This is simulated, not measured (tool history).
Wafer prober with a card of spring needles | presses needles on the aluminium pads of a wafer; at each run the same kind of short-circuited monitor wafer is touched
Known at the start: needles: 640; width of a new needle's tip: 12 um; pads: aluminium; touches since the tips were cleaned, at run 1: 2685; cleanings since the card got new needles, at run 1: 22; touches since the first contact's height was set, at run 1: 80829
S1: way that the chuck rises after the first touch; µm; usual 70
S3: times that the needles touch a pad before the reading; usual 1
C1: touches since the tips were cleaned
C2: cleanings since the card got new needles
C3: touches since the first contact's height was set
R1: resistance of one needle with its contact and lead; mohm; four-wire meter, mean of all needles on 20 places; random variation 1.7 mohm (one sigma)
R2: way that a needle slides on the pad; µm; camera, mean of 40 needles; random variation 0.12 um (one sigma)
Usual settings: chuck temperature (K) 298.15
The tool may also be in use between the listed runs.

run 1 day=0.000 | S1=70 chuck_temperature_(K)=298.15 S3=1 | C1=2685 C2=22 C3=80829 | R1=205 R2=15.54
-- day=0.067 tips cleaned on abrasive film
-- day=0.329 tips cleaned on abrasive film
-- day=0.592 tips cleaned on abrasive film
-- day=0.917 tips cleaned on abrasive film
-- day=1.175 tips cleaned on abrasive film
run 2 day=1.221 | S1=70 chuck_temperature_(K)=298.15 S3=1 | C1=521 C2=27 C3=95344 | R1=188 R2=15.71
-- day=1.479 tips cleaned on abrasive film
-- day=1.804 tips cleaned on abrasive film
-- day=2.133 tips cleaned on abrasive film
-- day=2.458 tips cleaned on abrasive film
run 3 day=2.596 | S1=70 chuck_temperature_(K)=320.15 S3=1 | C1=1693 C2=31 C3=111815 | R1=208 R2=15.61
-- day=2.729 tips cleaned on abrasive film
-- day=2.992 tips cleaned on abrasive film
-- day=3.254 tips cleaned on abrasive film
-- day=3.579 tips cleaned on abrasive film
-- day=3.838 tips cleaned on abrasive film
run 4 day=3.979 | S1=70 chuck_temperature_(K)=298.15 S3=2 | C1=1681 C2=36 C3=128283 | R1=191 R2=15.48
-- day=4.112 tips cleaned on abrasive film
-- day=4.371 tips cleaned on abrasive film
-- day=4.633 tips cleaned on abrasive film
-- day=4.958 tips cleaned on abrasive film
run 5 day=5.008 | S1=75 chuck_temperature_(K)=298.15 S3=2 | C1=590 C2=40 C3=140536 | R1=180 R2=16.34
-- day=5.267 tips cleaned on abrasive film
-- day=5.596 tips cleaned on abrasive film
-- day=5.854 tips cleaned on abrasive film
-- day=6.179 tips cleaned on abrasive film
-- day=6.321 height of the first contact set anew
-- day=6.500 tips cleaned on abrasive film
run 6 day=6.500 | S1=75 chuck_temperature_(K)=298.15 S3=2 | C1=0 C2=45 C3=2118 | R1=180 R2=17.15
-- day=6.762 tips cleaned on abrasive film
-- day=7.021 tips cleaned on abrasive film
-- day=7.346 tips cleaned on abrasive film
-- day=7.608 tips cleaned on abrasive film
run 7 day=7.679 | S1=70 chuck_temperature_(K)=298.15 S3=1 | C1=873 C2=49 C3=16218 | R1=191 R2=15.92
-- day=7.879 tips cleaned on abrasive film
-- day=8.204 tips cleaned on abrasive film
-- day=8.529 tips cleaned on abrasive film
run 8 day=8.538 | S1=70 chuck_temperature_(K)=359.15 S3=1 | C1=100 C2=52 C3=26435 | R1=194 R2=16.14
-- day=8.800 tips cleaned on abrasive film
-- day=9.058 tips cleaned on abrasive film
-- day=9.383 tips cleaned on abrasive film
-- day=9.708 tips cleaned on abrasive film
run 9 day=9.812 | S1=70 chuck_temperature_(K)=359.15 S3=1 | C1=1246 C2=56 C3=41682 | R1=211 R2=15.84
-- day=10.008 tips cleaned on abrasive film
-- day=10.271 tips cleaned on abrasive film
-- day=10.542 tips cleaned on abrasive film
run 10 day=10.542 | S1=70 chuck_temperature_(K)=359.15 S3=1 | C1=0 C2=59 C3=50333 | R1=196 R2=15.78
-- day=10.867 tips cleaned on abrasive film
-- day=11.192 tips cleaned on abrasive film
-- day=11.450 tips cleaned on abrasive film
-- day=11.738 tips cleaned on abrasive film
run 11 day=11.738 | S1=70 chuck_temperature_(K)=359.15 S3=2 | C1=0 C2=63 C3=64617 | R1=197 R2=15.90
-- day=12.062 tips cleaned on abrasive film
-- day=12.388 tips cleaned on abrasive film
run 12 day=12.508 | S1=70 chuck_temperature_(K)=359.15 S3=2 | C1=1470 C2=65 C3=73848 | R1=209 R2=15.82
-- day=12.704 tips cleaned on abrasive film
-- day=12.962 tips cleaned on abrasive film
-- day=13.292 tips cleaned on abrasive film
run 13 day=13.446 | S1=70 chuck_temperature_(K)=359.15 S3=2 | C1=1864 C2=68 C3=85029 | R1=210 R2=15.63
-- day=13.575 tips cleaned on abrasive film
-- day=13.838 tips cleaned on abrasive film
-- day=14.100 tips cleaned on abrasive film
run 14 day=14.192 | S1=70 chuck_temperature_(K)=359.15 S3=2 | C1=1132 C2=71 C3=93944 | R1=203 R2=15.47

Run 15 comes next. What will it give?
-- day=14.392 tips cleaned on abrasive film
-- day=14.650 tips cleaned on abrasive film
-- day=14.912 tips cleaned on abrasive film
run 15 day=15.088 | S1=70 chuck_temperature_(K)=359.15 S3=2 | C1=2136 C2=74 C3=104641 | R1=? R2=?

Run 15 gave R1 210 mohm, R2 15.44 µm.
Without the tool's hidden state the same run would have given R1 193 mohm, R2 15.99 µm.

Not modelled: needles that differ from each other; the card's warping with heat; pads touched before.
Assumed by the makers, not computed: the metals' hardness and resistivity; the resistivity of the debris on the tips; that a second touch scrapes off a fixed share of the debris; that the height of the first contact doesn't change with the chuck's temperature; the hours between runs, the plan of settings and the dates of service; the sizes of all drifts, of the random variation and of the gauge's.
